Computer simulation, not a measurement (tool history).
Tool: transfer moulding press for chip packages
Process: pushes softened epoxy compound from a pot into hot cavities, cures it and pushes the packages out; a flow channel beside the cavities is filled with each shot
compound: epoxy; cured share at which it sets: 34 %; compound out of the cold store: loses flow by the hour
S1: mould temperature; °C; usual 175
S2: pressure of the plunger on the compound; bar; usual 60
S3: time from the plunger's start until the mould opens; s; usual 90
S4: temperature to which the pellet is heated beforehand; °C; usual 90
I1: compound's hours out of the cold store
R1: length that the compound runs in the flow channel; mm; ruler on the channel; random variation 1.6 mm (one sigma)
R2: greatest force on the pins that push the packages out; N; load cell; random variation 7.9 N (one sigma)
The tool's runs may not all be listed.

run 1 hour=0 | S1=175 S2=60 S3=90 S4=90 | I1=17.5 | R1=557 R2=358
run 2 hour=20.8 | S1=175 S2=60 S3=90 S4=97 | I1=22.2 | R1=547 R2=330
-- hour=26.1 plunger's sealing rings changed
-- hour=40.1 cavities cleaned with cleaning compound and waxed
run 3 hour=48.8 | S1=177 S2=60 S3=90 S4=90 | I1=14.4 | R1=561 R2=309
run 4 hour=75.1 | S1=177 S2=60 S3=90 S4=90 | I1=25.5 | R1=535 R2=331
-- hour=91.3 cavities cleaned with cleaning compound and waxed
run 5 hour=107.3 | S1=173 S2=60 S3=90 S4=90 | I1=20.9 | R1=554 R2=376
run 6 hour=138.6 | S1=173 S2=60 S3=90 S4=90 | I1=42 | R1=511 R2=350
-- hour=142.2 cavities cleaned with cleaning compound and waxed
run 7 hour=173.3 | S1=173 S2=60 S3=90 S4=90 | I1=25.3 | R1=547 R2=350
-- hour=196.4 cavities cleaned with cleaning compound and waxed
run 8 hour=203.5 | S1=173 S2=47 S3=90 S4=90 | I1=20.5 | R1=492 R2=375
run 9 hour=240.6 | S1=173 S2=47 S3=90 S4=90 | I1=21 | R1=494 R2=373
-- hour=248.6 cavities cleaned with cleaning compound and waxed
run 10 hour=280.6 | S1=173 S2=47 S3=90 S4=90 | I1=27.8 | R1=479 R2=356
-- hour=302.7 cavities cleaned with cleaning compound and waxed
run 11 hour=306.4 | S1=175 S2=62 S3=90 S4=90 | I1=41.3 | R1=517 R2=320
run 12 hour=326.9 | S1=178 S2=62 S3=90 S4=90 | I1=36.9 | R1=524 R2=317
-- hour=353.7 cavities cleaned with cleaning compound and waxed
run 13 hour=362.6 | S1=178 S2=62 S3=90 S4=90 | I1=8.9 | R1=583 R2=327
-- hour=373.8 plunger's sealing rings changed
run 14 hour=389.7 | S1=170 S2=62 S3=90 S4=90 | I1=12.7 | R1=587 R2=446
-- hour=407.2 cavities cleaned with cleaning compound and waxed
run 15 hour=429.9 | S1=175 S2=47.2 S3=90 S4=85 | I1=35.4 | R1=463 R2=331
run 16 hour=451.4 | S1=179 S2=53.4 S3=90 S4=90 | I1=41.6 | R1=473 R2=303
-- hour=461.4 cavities cleaned with cleaning compound and waxed
run 17 hour=479.4 | S1=175 S2=67.2 S3=90 S4=81 | I1=37.8 | R1=550 R2=340
-- hour=512.7 cavities cleaned with cleaning compound and waxed
run 18 hour=521.2 | S1=175 S2=67.2 S3=90 S4=81 | I1=15.8 | R1=597 R2=340
-- hour=564.3 cavities cleaned with cleaning compound and waxed
run 19 hour=564.3 | S1=175 S2=67.2 S3=90 S4=81 | I1=42 | R1=540 R2=332
run 20 hour=600.7 | S1=173 S2=57.7 S3=90 S4=81 | I1=21.3 | R1=544 R2=377
-- hour=616.7 cavities cleaned with cleaning compound and waxed
run 21 hour=638 | S1=173 S2=46 S3=90 S4=81 | I1=47.2 | R1=439 R2=360
-- hour=667.9 cavities cleaned with cleaning compound and waxed
run 22 hour=667.9 | S1=181 S2=46 S3=90 S4=81 | I1=17.8 | R1=480 R2=291
run 23 hour=709.2 | S1=181 S2=46 S3=90 S4=81 | I1=42.6 | R1=436 R2=276
-- hour=720.2 plunger's sealing rings changed
-- hour=721.7 cavities cleaned with cleaning compound and waxed
run 24 hour=741 | S1=181 S2=71.9 S3=90 S4=90 | I1=17 | R1=599 R2=292
-- hour=772.4 cavities cleaned with cleaning compound and waxed
run 25 hour=782.8 | S1=181 S2=71.9 S3=90 S4=90 | I1=38.7 | R1=555 R2=300
run 26 hour=812.2 | S1=167 S2=67.6 S3=73 S4=98 | I1=11.1 | R1=622 R2=900
-- hour=825.3 cavities cleaned with cleaning compound and waxed
run 27 hour=849.4 | S1=167 S2=67.6 S3=73 S4=98 | I1=45.8 | R1=546 R2=767

Hidden state or all else? Some run-to-run changes of R2, split into what the settings, what came in and random variation would give without the hidden state, and what is left for the hidden state (with any gauge scatter that isn't in both results):
The hidden state here: true mould temperature over the reading, C; pressure that reaches the compound, % of what is set; grip of the stained cavities, % over clean ones'; drift of the gauge itself on flow_mm, %; drift of the gauge itself on push_out_n, %.
Run 13 -> 14: S1 178 -> 170, plunger's sealing rings changed. R2 +119 N: hidden state +4, all else +115.
Run 25 -> 26: S1 181 -> 167, S2 71.9 -> 67.6, S3 90 -> 73, S4 90 -> 98. R2 +600 N: hidden state +9, all else +591.
Run 26 -> 27: cavities cleaned with cleaning compound and waxed. R2 -133 N: hidden state -3, all else -130.
